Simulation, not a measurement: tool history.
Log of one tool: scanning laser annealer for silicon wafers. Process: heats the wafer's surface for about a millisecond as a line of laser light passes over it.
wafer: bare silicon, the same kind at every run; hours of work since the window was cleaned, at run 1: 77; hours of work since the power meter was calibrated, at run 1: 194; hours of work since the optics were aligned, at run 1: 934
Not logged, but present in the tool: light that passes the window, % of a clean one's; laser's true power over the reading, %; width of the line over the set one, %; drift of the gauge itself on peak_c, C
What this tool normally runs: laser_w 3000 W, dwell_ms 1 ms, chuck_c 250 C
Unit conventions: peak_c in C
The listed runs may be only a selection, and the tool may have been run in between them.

run,hour,laser_w,dwell_ms,chuck_c,hours of work since the window was cleaned,hours of work since the power meter was calibrated,hours of work since the optics were aligned,peak_c
1,0,3000,1,250,77,194,934,1053
2,23.6,2818,1,250,88,205,945,994
3,53.5,2818,1,250,102,219,959,992
4,109.2,2818,1,250,128,245,985,991
5,153.1,2818,1,250,148,266,1005,993
6,202.5,3116,1,250,171,289,1028,1097
7,243.3,3116,1,250,190,308,1047,1095
8,267.4,2981,1,250,201,319,1058,1045
9,319.6,2981,1,250,226,343,1082,1045
10,370.5,2981,1,274,249,367,1106,1071
11,401.8,2937,1.19,232,264,381,1121,1093
12,428.5,3152,0.99,288,276,394,1133,1143
13,472.7,3019,0.82,250,297,414,1154,975
14,523.2,3019,1.22,250,320,438,1177,1158
15,568.1,3019,1.22,250,341,459,1198,1159
16,595.2,3019,1.16,250,354,471,1211,1130
17,619.3,3019,1.16,250,365,483,1222,1131
18,674.5,2731,0.72,281,391,508,1248,872
19,727.4,2555,1.25,250,415,533,1272,991
20,783.9,3268,0.93,250,442,559,1299,1117

3 options for the next run, each taken on its own from the tool as it stands now. Forecast them:
A,810.8,2611,0.93,250,454,572,1311,?
B,810.8,3000,1,255,454,572,1311,?
C,810.8,3268,0.97,250,454,572,1311,?

run,peak_c
A,891
B,1058
C,1134
With the hidden condition removed and each run's random variation left untouched, the same runs would have given:
run,peak_c
A,891
B,1058
C,1135
